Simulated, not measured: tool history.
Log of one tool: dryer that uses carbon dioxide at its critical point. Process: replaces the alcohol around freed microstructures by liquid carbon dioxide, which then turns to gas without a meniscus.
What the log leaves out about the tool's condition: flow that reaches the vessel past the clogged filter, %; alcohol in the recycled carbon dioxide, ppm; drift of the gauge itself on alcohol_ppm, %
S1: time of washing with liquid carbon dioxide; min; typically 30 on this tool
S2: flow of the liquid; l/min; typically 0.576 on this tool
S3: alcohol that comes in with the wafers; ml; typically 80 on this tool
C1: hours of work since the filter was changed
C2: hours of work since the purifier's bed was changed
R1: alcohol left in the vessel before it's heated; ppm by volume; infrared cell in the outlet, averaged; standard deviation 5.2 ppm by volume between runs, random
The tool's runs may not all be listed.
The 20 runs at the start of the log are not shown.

Run 21, hour 390.8: usual settings but S3 68 ml; C1 13; C2 833. Result: R1 196 ppm by volume.
Run 22, hour 403.9: usual settings but S1 18 min; C1 20; C2 841. Result: R1 1189 ppm by volume.
Run 23, hour 431.5: usual settings but S1 22 min, S3 84 ml; C1 36; C2 856. Result: R1 643 ppm by volume.
Run 24, hour 450.5: usual settings but S1 22 min, S3 84 ml; C1 46; C2 867. Result: R1 677 ppm by volume.
Run 25, hour 469.9: usual settings but S1 22 min, S3 84 ml; C1 57; C2 878. Result: R1 723 ppm by volume.
Run 26, hour 493.2: usual settings but S1 22 min, S3 84 ml; C1 70; C2 891. Result: R1 778 ppm by volume.
Run 27, hour 519.9: usual settings but S1 22 min, S3 84 ml; C1 85; C2 906. Result: R1 809 ppm by volume.
Run 28, hour 535.4: usual settings but S1 44 min, S2 0.421 l/min, S3 30 ml; C1 94; C2 915. Result: R1 178 ppm by volume.
Run 29, hour 550.8: usual settings but S2 0.371 l/min; C1 103; C2 923. Result: R1 1430 ppm by volume.
Run 30, hour 573.8: usual settings but S1 19 min, S2 0.668 l/min, S3 74 ml; C1 116; C2 936. Result: R1 812 ppm by volume.
Run 31, hour 593.6: usual settings but S1 19 min, S2 0.668 l/min, S3 74 ml; C1 127; C2 947. Result: R1 843 ppm by volume.
Run 32, hour 607.7: usual settings but S1 19 min, S2 0.668 l/min, S3 51 ml; C1 135; C2 955. Result: R1 624 ppm by volume.
Run 33, hour 626.2: usual settings but S1 21 min, S2 0.694 l/min, S3 56 ml; C1 145; C2 966. Result: R1 467 ppm by volume.
Run 34, hour 652.4: usual settings but S1 20 min, S2 0.606 l/min, S3 37 ml; C1 160; C2 980. Result: R1 651 ppm by volume.
At hour 661.1: inlet filter changed.
Run 35, hour 666.6: usual settings but S1 35 min, S3 62 ml; C1 3; C2 988. Result: R1 162 ppm by volume.
Run 36, hour 680.1: usual settings but S1 21 min, S2 0.496 l/min, S3 62 ml; C1 11; C2 995. Result: R1 954 ppm by volume.
Run 37, hour 695.8: usual settings but S1 21 min, S2 0.539 l/min, S3 108 ml; C1 19; C2 1004. Result: R1 1162 ppm by volume.
Run 38, hour 724.0: usual settings but S1 21 min, S2 0.539 l/min, S3 108 ml; C1 35; C2 1020. Result: R1 1239 ppm by volume.
Run 39, hour 751.6: usual settings but S1 19 min, S2 0.420 l/min; C1 51; C2 1035. Result: R1 2980 ppm by volume.
Run 40, hour 778.6: usual settings but S1 19 min, S2 0.420 l/min; C1 66; C2 1051. Result: R1 3133 ppm by volume.
Run 41, hour 796.5: usual settings but S1 19 min, S2 0.843 l/min; C1 76; C2 1061. Result: R1 312 ppm by volume.

Below are 4 alternative next runs, each starting from the tool's condition after run 41. Predict each:
At hour 803.1: purifier's bed changed.
Run A, hour 825.3: usual settings but S2 0.643 l/min; C1 90; C2 12. Result: R1 ?.
At hour 803.1: purifier's bed changed.
Run B, hour 825.3: usual settings but S1 32 min, S2 0.843 l/min, S3 47 ml; C1 90; C2 12. Result: R1 ?.
At hour 803.1: purifier's bed changed.
Run C, hour 825.3: usual settings but S2 0.565 l/min, S3 33 ml; C1 90; C2 12. Result: R1 ?.
At hour 803.1: purifier's bed changed.
Run D, hour 825.3: usual settings but S1 40 min, S2 0.843 l/min, S3 66 ml; C1 90; C2 12. Result: R1 ?.

run  R1
  A  87
  B  13
  C  77
  D   8
Stripped of hidden state, with their random variation kept, the same runs would have yielded:
run  R1
  A  48
  B  10
  C  44
  D   6
